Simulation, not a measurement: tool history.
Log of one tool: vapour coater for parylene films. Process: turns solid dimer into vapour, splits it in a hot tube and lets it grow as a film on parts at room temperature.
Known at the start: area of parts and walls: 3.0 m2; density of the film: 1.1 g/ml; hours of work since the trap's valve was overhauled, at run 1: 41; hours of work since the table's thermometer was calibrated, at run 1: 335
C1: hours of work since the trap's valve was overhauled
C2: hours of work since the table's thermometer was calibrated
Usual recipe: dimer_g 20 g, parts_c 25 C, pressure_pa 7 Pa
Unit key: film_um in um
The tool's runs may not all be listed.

{"run": 1, "hour": 0.0, "dimer_g": 20, "parts_c": 25, "pressure_pa": 7, "C1": 41, "C2": 335, "film_um": 3.32}
{"run": 2, "hour": 17.8, "dimer_g": 20, "parts_c": 25, "pressure_pa": 7, "C1": 51, "C2": 346, "film_um": 3.37}
{"run": 3, "hour": 36.0, "dimer_g": 20, "parts_c": 35, "pressure_pa": 7, "C1": 62, "C2": 357, "film_um": 2.41}
{"run": 4, "hour": 47.3, "dimer_g": 32, "parts_c": 25, "pressure_pa": 7, "C1": 68, "C2": 363, "film_um": 5.26}
{"run": 5, "hour": 65.8, "dimer_g": 20, "parts_c": 25, "pressure_pa": 7, "C1": 79, "C2": 374, "film_um": 3.27}
{"run": 6, "hour": 85.5, "dimer_g": 20, "parts_c": 25, "pressure_pa": 7, "C1": 91, "C2": 386, "film_um": 3.27}
{"run": 7, "hour": 105.2, "dimer_g": 20, "parts_c": 25, "pressure_pa": 7, "C1": 103, "C2": 397, "film_um": 3.26}
{"run": 8, "hour": 118.0, "dimer_g": 8, "parts_c": 23, "pressure_pa": 6.44, "C1": 110, "C2": 405, "film_um": 1.39}
{"run": 9, "hour": 139.0, "dimer_g": 10, "parts_c": 23, "pressure_pa": 2.75, "C1": 122, "C2": 417, "film_um": 1.97}
{"run": 10, "hour": 159.7, "dimer_g": 10, "parts_c": 23, "pressure_pa": 2.75, "C1": 135, "C2": 429, "film_um": 1.99}
{"run": 11, "hour": 171.3, "dimer_g": 30, "parts_c": 33, "pressure_pa": 2.05, "C1": 141, "C2": 436, "film_um": 4.54}
{"run": 12, "hour": 182.6, "dimer_g": 27, "parts_c": 27, "pressure_pa": 2.06, "C1": 148, "C2": 443, "film_um": 4.84}
{"run": 13, "hour": 192.6, "dimer_g": 27, "parts_c": 27, "pressure_pa": 2.06, "C1": 154, "C2": 449, "film_um": 4.78}

Some steps in film_um, run to run, broken into two amounts with sign: the step expected even without the hidden condition (settings, incoming material, random variation), and the rest, left for the hidden condition together with whatever gauge scatter is not in both the measured and the hidden-condition-free result:
Hidden state present: vapour lost through the trap's worn valve, %; true temperature of the parts over the reading, C; drift of the gauge itself on film_um, %.
Run 3 -> 4: dimer_g 20 -> 32, parts_c 35 -> 25. film_um +2.85 um: hidden state -0.02, all else +2.87.
Run 10 -> 11: dimer_g 10 -> 30, parts_c 23 -> 33, pressure_pa 2.75 -> 2.05. film_um +2.55 um: hidden state -0.06, all else +2.61.
